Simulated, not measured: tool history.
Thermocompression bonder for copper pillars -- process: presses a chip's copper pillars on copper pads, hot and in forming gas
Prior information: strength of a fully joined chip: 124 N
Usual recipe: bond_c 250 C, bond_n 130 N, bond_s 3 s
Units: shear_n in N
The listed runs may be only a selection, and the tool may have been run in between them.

{"run": 1, "hour": 0.0, "bond_c": 250, "bond_n": 130, "bond_s": 3, "shear_n": 64.5}
{"run": 2, "hour": 9.3, "bond_c": 250, "bond_n": 130, "bond_s": 3, "shear_n": 64.5}
{"run": 3, "hour": 21.1, "bond_c": 250, "bond_n": 130, "bond_s": 3, "shear_n": 65.0}
{"run": 4, "hour": 28.9, "bond_c": 250, "bond_n": 130, "bond_s": 3, "shear_n": 65.2}
{"run": 5, "hour": 36.5, "bond_c": 250, "bond_n": 130, "bond_s": 3, "shear_n": 64.9}
{"run": 6, "hour": 48.1, "bond_c": 250, "bond_n": 130, "bond_s": 3, "shear_n": 64.6}
{"run": 7, "hour": 54.3, "bond_c": 250, "bond_n": 130, "bond_s": 3, "shear_n": 64.2}
{"run": 8, "hour": 59.2, "bond_c": 250, "bond_n": 130, "bond_s": 3, "shear_n": 64.9}
{"run": 9, "hour": 65.0, "bond_c": 223, "bond_n": 130, "bond_s": 3, "shear_n": 44.7}
{"run": 10, "hour": 73.3, "bond_c": 223, "bond_n": 130, "bond_s": 3, "shear_n": 44.9}
{"run": 11, "hour": 85.1, "bond_c": 250, "bond_n": 146, "bond_s": 3, "shear_n": 70.6}
{"run": 12, "hour": 96.7, "bond_c": 250, "bond_n": 146, "bond_s": 3, "shear_n": 71.2}
{"run": 13, "hour": 106.1, "bond_c": 250, "bond_n": 146, "bond_s": 3, "shear_n": 71.1}
{"run": 14, "hour": 117.4, "bond_c": 250, "bond_n": 130, "bond_s": 3, "shear_n": 65.1}
{"run": 15, "hour": 126.9, "bond_c": 224, "bond_n": 130, "bond_s": 3, "shear_n": 44.8}
{"run": 16, "hour": 134.6, "bond_c": 250, "bond_n": 130, "bond_s": 3, "shear_n": 65.2}
{"run": 17, "hour": 140.0, "bond_c": 269, "bond_n": 130, "bond_s": 3, "shear_n": 79.8}
{"run": 18, "hour": 148.5, "bond_c": 269, "bond_n": 130, "bond_s": 3, "shear_n": 78.7}
{"hour": 153.9, "done": "forming gas filter changed"}
{"run": 19, "hour": 156.4, "bond_c": 250, "bond_n": 107, "bond_s": 3, "shear_n": 57.0}
{"run": 20, "hour": 162.3, "bond_c": 250, "bond_n": 107, "bond_s": 3, "shear_n": 56.3}
{"run": 21, "hour": 174.1, "bond_c": 265, "bond_n": 97, "bond_s": 3, "shear_n": 62.8}
{"hour": 176.9, "done": "heater calibrated with a thermocouple chip"}
{"run": 22, "hour": 182.0, "bond_c": 250, "bond_n": 180, "bond_s": 3, "shear_n": 85.8}
{"run": 23, "hour": 192.3, "bond_c": 250, "bond_n": 161, "bond_s": 3, "shear_n": 79.4}
{"run": 24, "hour": 201.5, "bond_c": 267, "bond_n": 161, "bond_s": 3, "shear_n": 91.6}
{"hour": 208.3, "done": "heater calibrated with a thermocouple chip, once more"}
{"run": 25, "hour": 208.7, "bond_c": 250, "bond_n": 170, "bond_s": 3, "shear_n": 80.3}
{"run": 26, "hour": 215.4, "bond_c": 225, "bond_n": 98, "bond_s": 7, "shear_n": 48.3}
{"run": 27, "hour": 224.5, "bond_c": 225, "bond_n": 98, "bond_s": 9, "shear_n": 53.7}
{"run": 28, "hour": 230.8, "bond_c": 236, "bond_n": 130, "bond_s": 8, "shear_n": 74.7}
{"run": 29, "hour": 239.1, "bond_c": 236, "bond_n": 130, "bond_s": 8, "shear_n": 75.6}
{"run": 30, "hour": 244.0, "bond_c": 236, "bond_n": 130, "bond_s": 8, "shear_n": 75.6}
{"run": 31, "hour": 254.9, "bond_c": 236, "bond_n": 130, "bond_s": 8, "shear_n": 75.4}
{"run": 32, "hour": 262.3, "bond_c": 236, "bond_n": 165, "bond_s": 7, "shear_n": 85.1}
{"run": 33, "hour": 273.5, "bond_c": 230, "bond_n": 165, "bond_s": 2, "shear_n": 53.3}
{"run": 34, "hour": 281.0, "bond_c": 260, "bond_n": 106, "bond_s": 5, "shear_n": 72.4}
{"run": 35, "hour": 292.8, "bond_c": 263, "bond_n": 122, "bond_s": 8, "shear_n": 92.8}
{"run": 36, "hour": 300.0, "bond_c": 263, "bond_n": 122, "bond_s": 8, "shear_n": 92.9}
{"run": 37, "hour": 305.7, "bond_c": 263, "bond_n": 122, "bond_s": 8, "shear_n": 93.3}
{"run": 38, "hour": 312.3, "bond_c": 220, "bond_n": 130, "bond_s": 5, "shear_n": 51.6}
{"run": 39, "hour": 319.8, "bond_c": 229, "bond_n": 170, "bond_s": 6, "shear_n": 76.8}
{"run": 40, "hour": 329.3, "bond_c": 229, "bond_n": 170, "bond_s": 6, "shear_n": 77.6}

Selected run-to-run steps in shear_n, each split into two signed amounts: the part the tool would show with no hidden state at all (from settings, incoming material and random variation), and the remainder, which goes to the hidden state together with any gauge scatter not common to the measured and the hidden-state-free results:
Hidden state at play: true temperature of the bond over the reading, C; force that reaches the chip, % of what is set; oxide that the forming gas leaves, % of the face; drift of the gauge itself on shear_n, %.
Run 10 -> 11: bond_c 223 -> 250, bond_n 130 -> 146. shear_n +25.7 N: hidden state -0.9, all else +26.6.
Run 18 -> 19: bond_c 269 -> 250, bond_n 130 -> 107, forming gas filter changed. shear_n -21.7 N: hidden state +3.1, all else -24.8.
Run 24 -> 25: bond_c 267 -> 250, bond_n 161 -> 170, heater calibrated with a thermocouple chip, once more. shear_n -11.3 N: hidden state -1.9, all else -9.4.
Run 25 -> 26: bond_c 250 -> 225, bond_n 170 -> 98, bond_s 3 -> 7. shear_n -32.0 N: hidden state +0.3, all else -32.3.
Run 32 -> 33: bond_c 236 -> 230, bond_s 7 -> 2. shear_n -31.8 N: hidden state +0.3, all else -32.1.
Run 37 -> 38: bond_c 263 -> 220, bond_n 122 -> 130, bond_s 8 -> 5. shear_n -41.7 N: hidden state +0.5, all else -42.2.
